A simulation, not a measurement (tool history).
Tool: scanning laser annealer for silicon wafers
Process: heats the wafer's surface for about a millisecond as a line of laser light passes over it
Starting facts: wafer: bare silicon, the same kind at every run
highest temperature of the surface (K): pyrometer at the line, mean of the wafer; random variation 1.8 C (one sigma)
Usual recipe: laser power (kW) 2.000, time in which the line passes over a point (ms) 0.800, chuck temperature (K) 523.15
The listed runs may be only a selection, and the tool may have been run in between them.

run	day	laser power (kW)	time in which the line passes over a point (ms)	chuck temperature (K)	highest temperature of the surface (K)
1	0.000	2.000	0.800	523.15	1295.15
2	1.600	1.791	0.800	523.15	1194.15
3	3.612	1.791	0.800	523.15	1195.15
4	5.762	1.791	0.800	523.15	1191.15
5	8.267	1.791	0.800	523.15	1191.15
6	10.938	2.000	0.800	523.15	1285.15
7	14.171	2.000	0.800	523.15	1274.15
8	16.788	2.000	0.800	523.15	1272.15
9	19.704	2.000	0.800	523.15	1275.15
10	21.821	2.000	0.800	523.15	1270.15
11	23.942	2.000	0.800	523.15	1269.15
12	27.058	2.000	0.800	523.15	1263.15
13	30.154	2.000	0.800	523.15	1262.15
14	33.038	2.000	0.800	523.15	1260.15
15	35.812	2.000	0.800	523.15	1257.15
16	38.796	1.706	0.800	523.15	1127.15
17	41.567	1.706	0.800	523.15	1121.15
18	43.879	2.000	0.800	523.15	1250.15
19	46.096	2.000	0.800	523.15	1246.15
# day 47.579: optics aligned, line set to its width
20	47.729	2.000	0.800	523.15	1273.15
# day 49.258: window over the wafer cleaned
21	50.817	2.000	0.800	523.15	1297.15
22	53.875	2.073	0.953	523.15	1395.15
23	56.812	2.073	0.953	523.15	1390.15
24	58.862	2.073	0.884	499.15	1335.15

Expected results for the next run?
25	60.396	1.997	0.807	520.15	?

highest temperature of the surface (K): 1285.15
With no hidden state in the tool, this same run would have given highest temperature of the surface (K) 1294.15.
